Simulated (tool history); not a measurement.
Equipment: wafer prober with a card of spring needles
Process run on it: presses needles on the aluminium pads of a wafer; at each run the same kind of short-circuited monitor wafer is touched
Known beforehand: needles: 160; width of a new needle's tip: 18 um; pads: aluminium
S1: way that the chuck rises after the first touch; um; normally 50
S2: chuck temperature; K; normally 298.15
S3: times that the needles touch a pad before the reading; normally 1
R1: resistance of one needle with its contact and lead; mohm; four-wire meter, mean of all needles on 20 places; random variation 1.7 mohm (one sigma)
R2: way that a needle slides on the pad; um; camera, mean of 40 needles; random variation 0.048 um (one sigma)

{"run": 1, "day": 0.0, "S1": 50, "S2": 298.15, "S3": 1, "R1": 434, "R2": 11.32}
{"day": 0.171, "done": "tips cleaned on abrasive film"}
{"run": 2, "day": 0.692, "S1": 50, "S2": 298.15, "S3": 1, "R1": 440, "R2": 11.32}
{"day": 0.838, "done": "tips cleaned on abrasive film"}
{"day": 1.475, "done": "tips cleaned on abrasive film"}
{"run": 3, "day": 1.558, "S1": 50, "S2": 298.15, "S3": 1, "R1": 248, "R2": 11.23}
{"day": 2.108, "done": "tips cleaned on abrasive film"}
{"run": 4, "day": 2.488, "S1": 50, "S2": 298.15, "S3": 1, "R1": 406, "R2": 11.24}
{"day": 2.792, "done": "tips cleaned on abrasive film"}
{"run": 5, "day": 3.329, "S1": 50, "S2": 298.15, "S3": 1, "R1": 462, "R2": 11.21}
{"day": 3.496, "done": "tips cleaned on abrasive film"}
{"run": 6, "day": 3.858, "S1": 50, "S2": 298.15, "S3": 1, "R1": 393, "R2": 11.14}
{"day": 4.183, "done": "tips cleaned on abrasive film"}
{"run": 7, "day": 4.654, "S1": 50, "S2": 298.15, "S3": 1, "R1": 459, "R2": 11.12}
{"day": 4.858, "done": "tips cleaned on abrasive film"}
{"run": 8, "day": 5.296, "S1": 50, "S2": 298.15, "S3": 1, "R1": 433, "R2": 11.05}
{"day": 5.533, "done": "tips cleaned on abrasive film"}
{"run": 9, "day": 5.762, "S1": 50, "S2": 298.15, "S3": 1, "R1": 326, "R2": 11.14}
{"day": 6.204, "done": "tips cleaned on abrasive film"}
{"run": 10, "day": 6.292, "S1": 50, "S2": 298.15, "S3": 1, "R1": 257, "R2": 11.09}
{"run": 11, "day": 6.738, "S1": 42, "S2": 298.15, "S3": 1, "R1": 573, "R2": 9.22}
{"day": 6.833, "done": "tips cleaned on abrasive film"}
{"run": 12, "day": 7.4, "S1": 42, "S2": 298.15, "S3": 1, "R1": 604, "R2": 9.25}
{"day": 7.483, "done": "tips cleaned on abrasive film"}
{"day": 8.171, "done": "tips cleaned on abrasive film"}
{"run": 13, "day": 8.292, "S1": 35, "S2": 298.15, "S3": 1, "R1": 416, "R2": 7.66}
{"day": 8.842, "done": "tips cleaned on abrasive film"}
{"run": 14, "day": 9.267, "S1": 50, "S2": 330.15, "S3": 1, "R1": 435, "R2": 10.95}
{"day": 9.479, "done": "tips cleaned on abrasive film"}
{"run": 15, "day": 10.033, "S1": 50, "S2": 330.15, "S3": 1, "R1": 492, "R2": 11.03}
{"day": 10.112, "done": "tips cleaned on abrasive film"}
{"run": 16, "day": 10.704, "S1": 50, "S2": 298.15, "S3": 1, "R1": 504, "R2": 10.96}
{"day": 10.792, "done": "tips cleaned on abrasive film"}
{"run": 17, "day": 11.242, "S1": 50, "S2": 298.15, "S3": 1, "R1": 462, "R2": 10.87}
{"day": 11.475, "done": "tips cleaned on abrasive film"}
{"day": 12.142, "done": "tips cleaned on abrasive film"}
{"run": 18, "day": 12.142, "S1": 50, "S2": 298.15, "S3": 1, "R1": 199, "R2": 10.78}
{"run": 19, "day": 12.662, "S1": 58, "S2": 324.15, "S3": 2, "R1": 316, "R2": 12.64}
{"day": 12.8, "done": "tips cleaned on abrasive film"}
{"day": 12.971, "done": "height of the first contact set anew"}
{"day": 13.488, "done": "tips cleaned on abrasive film"}
{"run": 20, "day": 13.629, "S1": 58, "S2": 324.15, "S3": 2, "R1": 240, "R2": 12.47}
{"day": 14.129, "done": "tips cleaned on abrasive film"}
{"run": 21, "day": 14.633, "S1": 30, "S2": 343.15, "S3": 2, "R1": 777, "R2": 6.06}
{"day": 14.762, "done": "tips cleaned on abrasive film"}
{"day": 15.417, "done": "tips cleaned on abrasive film"}
{"run": 22, "day": 15.525, "S1": 30, "S2": 343.15, "S3": 2, "R1": 419, "R2": 6.06}
{"day": 16.025, "done": "height of the first contact set anew, once more"}
{"day": 16.108, "done": "tips cleaned on abrasive film"}
{"run": 23, "day": 16.433, "S1": 30, "S2": 380.15, "S3": 2, "R1": 544, "R2": 6.78}
{"day": 16.779, "done": "tips cleaned on abrasive film"}
{"run": 24, "day": 17.108, "S1": 51, "S2": 300.15, "S3": 1, "R1": 402, "R2": 11.65}
{"day": 17.454, "done": "tips cleaned on abrasive film"}
{"run": 25, "day": 17.796, "S1": 65, "S2": 302.15, "S3": 1, "R1": 316, "R2": 14.82}
{"day": 18.146, "done": "tips cleaned on abrasive film"}
{"run": 26, "day": 18.217, "S1": 56, "S2": 302.15, "S3": 3, "R1": 198, "R2": 12.68}
{"day": 18.825, "done": "tips cleaned on abrasive film"}
{"run": 27, "day": 19.012, "S1": 56, "S2": 324.15, "S3": 2, "R1": 244, "R2": 12.72}
{"day": 19.479, "done": "tips cleaned on abrasive film"}
{"run": 28, "day": 19.783, "S1": 45, "S2": 360.15, "S3": 2, "R1": 339, "R2": 10.07}
{"day": 20.129, "done": "tips cleaned on abrasive film"}
{"run": 29, "day": 20.329, "S1": 54, "S2": 323.15, "S3": 1, "R1": 318, "R2": 12.21}
{"day": 20.754, "done": "tips cleaned on abrasive film"}
{"run": 30, "day": 21.288, "S1": 50, "S2": 298.15, "S3": 2, "R1": 355, "R2": 11.2}
{"day": 21.421, "done": "tips cleaned on abrasive film"}
{"day": 22.112, "done": "tips cleaned on abrasive film"}
{"run": 31, "day": 22.112, "S1": 52, "S2": 354.15, "S3": 2, "R1": 203, "R2": 11.5}
{"run": 32, "day": 22.525, "S1": 52, "S2": 354.15, "S3": 2, "R1": 332, "R2": 11.63}

Alternative continuations, all from the tool just after run 32; predict every row:
{"day": 22.8, "done": "tips cleaned on abrasive film"}
{"run": "A", "day": 23.258, "S1": 36, "S2": 353.15, "S3": 1, "R1": "?", "R2": "?"}
{"day": 22.8, "done": "tips cleaned on abrasive film"}
{"run": "B", "day": 23.258, "S1": 50, "S2": 310.15, "S3": 1, "R1": "?", "R2": "?"}
{"day": 22.8, "done": "tips cleaned on abrasive film"}
{"run": "C", "day": 23.258, "S1": 69, "S2": 354.15, "S3": 2, "R1": "?", "R2": "?"}
{"day": 22.8, "done": "tips cleaned on abrasive film"}
{"run": "D", "day": 23.258, "S1": 50, "S2": 318.15, "S3": 1, "R1": "?", "R2": "?"}

run=A R1=744 R2=7.94
run=B R1=476 R2=11.14
run=C R1=268 R2=15.47
run=D R1=481 R2=11.14
Stripped of hidden state, with their random variation kept, the same runs would have yielded:
run=A R1=201 R2=8.21
run=B R1=175 R2=11.41
run=C R1=176 R2=15.74
run=D R1=180 R2=11.41
